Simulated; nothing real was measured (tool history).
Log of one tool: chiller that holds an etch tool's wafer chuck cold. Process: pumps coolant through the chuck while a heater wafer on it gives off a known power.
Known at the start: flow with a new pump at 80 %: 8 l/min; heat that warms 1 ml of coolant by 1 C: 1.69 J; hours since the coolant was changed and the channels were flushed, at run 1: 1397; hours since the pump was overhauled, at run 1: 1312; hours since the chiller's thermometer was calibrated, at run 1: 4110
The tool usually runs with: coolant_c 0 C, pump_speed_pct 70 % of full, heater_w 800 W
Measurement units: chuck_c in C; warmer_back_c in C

run	day	coolant_c	pump_speed_pct	heater_w	hours since the coolant was changed and the channels were flushed	hours since the pump was overhauled	hours since the chiller's thermometer was calibrated	chuck_c	warmer_back_c
1	0.000	0	70	800	1397	1312	4110	8.62	4.11
2	0.571	0	70	800	1410	1325	4124	8.56	4.11
3	1.533	-1	70	800	1433	1348	4147	7.53	4.18
4	2.592	-1	70	800	1459	1374	4172	7.63	4.09
5	3.742	-1	70	800	1486	1401	4200	7.46	4.14
6	4.567	-1	70	800	1506	1421	4219	7.64	4.15
7	5.321	-1	70	588	1524	1439	4237	5.57	3.10
8	6.117	0	70	800	1543	1458	4257	8.59	4.12
9	6.904	-9	70	800	1562	1477	4276	-0.36	4.13
10	8.242	0	70	800	1594	1509	4308	8.63	4.17
11	9.042	0	70	800	1614	1529	4327	8.64	4.18
12	10.079	0	62	800	1638	1553	4352	9.38	4.67
13	11.038	0	69	800	1661	1576	4375	8.64	4.17
14	12.392	0	69	800	1694	1609	4407	8.75	4.23
15	13.229	8	70	1087	1714	1629	4427	19.49	5.61
# day 13.396: chiller's thermometer calibrated
16	14.408	8	70	1087	1741	1656	24	19.85	5.64
17	15.046	0	90	800	1757	1672	40	7.83	3.23
# day 15.667: chiller's thermometer calibrated, once more
18	15.850	0	80	800	1775	1690	4	7.52	3.69
19	17.229	9	62	800	1808	1723	37	18.26	4.67
20	18.458	9	62	800	1838	1753	67	17.85	4.75
21	19.692	9	62	800	1867	1782	97	17.97	4.67
22	20.467	-7	70	800	1886	1801	115	1.28	4.22
23	21.167	-5	73	687	1903	1818	132	1.77	3.43
24	21.825	10	61	687	1918	1833	148	17.70	4.08
25	23.075	10	61	687	1948	1863	178	17.61	4.10
26	23.700	-6	85	687	1963	1878	193	0.23	2.96

Below are 3 alternative next runs, each starting from the tool's condition after run 26. Predict each:
A	24.925	0	70	446	1993	1908	222	?	?
B	24.925	-10	85	652	1993	1908	222	?	?
C	24.925	-1	80	687	1993	1908	222	?	?

run	chuck_c	warmer_back_c
A	4.66	2.32
B	-4.13	2.83
C	5.51	3.14
With no hidden state in the tool, these same runs would have given:
run	chuck_c	warmer_back_c
A	4.43	2.24
B	-4.42	2.72
C	5.19	3.03
